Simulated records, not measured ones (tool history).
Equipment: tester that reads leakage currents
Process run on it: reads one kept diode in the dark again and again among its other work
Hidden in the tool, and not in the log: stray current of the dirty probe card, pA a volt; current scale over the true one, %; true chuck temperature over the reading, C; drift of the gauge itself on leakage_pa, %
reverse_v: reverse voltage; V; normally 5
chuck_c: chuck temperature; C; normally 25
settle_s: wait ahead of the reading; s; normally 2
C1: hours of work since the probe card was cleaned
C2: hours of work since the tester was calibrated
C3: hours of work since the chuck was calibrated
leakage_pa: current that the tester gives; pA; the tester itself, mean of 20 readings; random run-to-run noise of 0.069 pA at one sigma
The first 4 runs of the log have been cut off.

run 5 hour=153.9 | reverse_v=5 chuck_c=25 settle_s=2 | C1=40 C2=1079 C3=448 | leakage_pa=33.95
run 6 hour=199.8 | reverse_v=5 chuck_c=25 settle_s=2 | C1=69 C2=1108 C3=477 | leakage_pa=33.99
run 7 hour=229.1 | reverse_v=1.8 chuck_c=25 settle_s=2 | C1=87 C2=1126 C3=495 | leakage_pa=15.68
run 8 hour=258.7 | reverse_v=5 chuck_c=25 settle_s=2 | C1=105 C2=1145 C3=514 | leakage_pa=34.02
-- hour=279.5 probe card cleaned and baked, once more
run 9 hour=290.2 | reverse_v=5 chuck_c=25 settle_s=2 | C1=7 C2=1162 C3=531 | leakage_pa=15.42
run 10 hour=324.2 | reverse_v=5 chuck_c=25 settle_s=2 | C1=28 C2=1184 C3=553 | leakage_pa=15.42
run 11 hour=355.1 | reverse_v=5 chuck_c=25 settle_s=2 | C1=47 C2=1203 C3=572 | leakage_pa=15.56
run 12 hour=404.6 | reverse_v=5 chuck_c=25 settle_s=2 | C1=78 C2=1234 C3=603 | leakage_pa=15.87
run 13 hour=448 | reverse_v=5 chuck_c=25 settle_s=2 | C1=105 C2=1261 C3=630 | leakage_pa=15.96
run 14 hour=496.8 | reverse_v=5 chuck_c=25 settle_s=2 | C1=136 C2=1291 C3=660 | leakage_pa=16.02
run 15 hour=530.1 | reverse_v=5 chuck_c=25 settle_s=1.85 | C1=156 C2=1312 C3=681 | leakage_pa=16.18
run 16 hour=578.3 | reverse_v=4.57 chuck_c=25 settle_s=2 | C1=186 C2=1342 C3=711 | leakage_pa=15.56
run 17 hour=610 | reverse_v=4.57 chuck_c=25 settle_s=1.2 | C1=206 C2=1362 C3=731 | leakage_pa=16.18
run 18 hour=641.2 | reverse_v=4.57 chuck_c=25 settle_s=1.2 | C1=226 C2=1381 C3=751 | leakage_pa=16.19
run 19 hour=689 | reverse_v=5 chuck_c=25 settle_s=2 | C1=255 C2=1411 C3=780 | leakage_pa=16.64
run 20 hour=740.7 | reverse_v=5 chuck_c=25 settle_s=2 | C1=288 C2=1443 C3=813 | leakage_pa=16.76
run 21 hour=768.7 | reverse_v=5 chuck_c=25 settle_s=2.68 | C1=305 C2=1461 C3=830 | leakage_pa=16.73
run 22 hour=798.4 | reverse_v=4.98 chuck_c=48 settle_s=1.35 | C1=324 C2=1480 C3=849 | leakage_pa=75.18
run 23 hour=830.4 | reverse_v=4.98 chuck_c=21 settle_s=1.35 | C1=344 C2=1499 C3=869 | leakage_pa=13.72
run 24 hour=870.8 | reverse_v=4.98 chuck_c=21 settle_s=1.35 | C1=369 C2=1525 C3=894 | leakage_pa=13.84
run 25 hour=919.8 | reverse_v=1.88 chuck_c=34 settle_s=1.35 | C1=400 C2=1555 C3=924 | leakage_pa=18.51

For run 26, what comes out?
run 26 hour=970.9 | reverse_v=1.88 chuck_c=34 settle_s=1.35 | C1=431 C2=1587 C3=956 | leakage_pa=?

{"run 26": {"leakage_pa": 18.39}}
Were there no unlogged condition in the tool, this run, its random variation unchanged, would have produced leakage_pa 18.49 pA.

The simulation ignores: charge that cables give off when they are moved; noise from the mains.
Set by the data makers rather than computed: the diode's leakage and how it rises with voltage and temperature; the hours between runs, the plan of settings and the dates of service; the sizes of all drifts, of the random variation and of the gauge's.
